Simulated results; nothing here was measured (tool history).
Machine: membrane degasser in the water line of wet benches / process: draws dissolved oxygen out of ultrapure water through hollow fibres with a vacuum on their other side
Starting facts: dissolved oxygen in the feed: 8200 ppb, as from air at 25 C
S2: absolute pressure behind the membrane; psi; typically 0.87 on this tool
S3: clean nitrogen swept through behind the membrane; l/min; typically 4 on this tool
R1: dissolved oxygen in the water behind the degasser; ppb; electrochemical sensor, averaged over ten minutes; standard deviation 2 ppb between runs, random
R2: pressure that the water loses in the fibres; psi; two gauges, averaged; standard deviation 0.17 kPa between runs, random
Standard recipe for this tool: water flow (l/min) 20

run 1 day=0 | water_flow_(l/min)=20 S2=0.87 S3=4 | R1=206.3 R2=8.531
run 2 day=11.171 | water_flow_(l/min)=20 S2=0.87 S3=4 | R1=216.4 R2=8.572
run 3 day=22.908 | water_flow_(l/min)=20 S2=0.87 S3=4 | R1=214.5 R2=8.533
run 4 day=34.012 | water_flow_(l/min)=20 S2=0.87 S3=7.32 | R1=198.2 R2=8.553
run 5 day=38.975 | water_flow_(l/min)=20 S2=0.87 S3=7.32 | R1=201.3 R2=8.547
run 6 day=44.238 | water_flow_(l/min)=20 S2=0.87 S3=7.32 | R1=201.7 R2=8.56
run 7 day=54.692 | water_flow_(l/min)=20 S2=0.853 S3=4 | R1=215.9 R2=8.598
-- day=55.567 vacuum gauge calibrated
run 8 day=66.192 | water_flow_(l/min)=20 S2=0.87 S3=8.72 | R1=199.6 R2=8.589
run 9 day=73.338 | water_flow_(l/min)=20 S2=0.87 S3=8.72 | R1=198.9 R2=8.576
run 10 day=78.317 | water_flow_(l/min)=20 S2=0.87 S3=4 | R1=216.7 R2=8.537

Run 11 has not been measured yet. What should we expect?
run 11 day=86.896 | water_flow_(l/min)=28 S2=1.376 S3=11.64 | R1=? R2=?

Run 11 measured R1 420.8 ppb, R2 12.009 psi.
On a tool with no hidden condition, and with the same random variation, this run would have come out at R1 392 ppb, R2 11.728 psi.

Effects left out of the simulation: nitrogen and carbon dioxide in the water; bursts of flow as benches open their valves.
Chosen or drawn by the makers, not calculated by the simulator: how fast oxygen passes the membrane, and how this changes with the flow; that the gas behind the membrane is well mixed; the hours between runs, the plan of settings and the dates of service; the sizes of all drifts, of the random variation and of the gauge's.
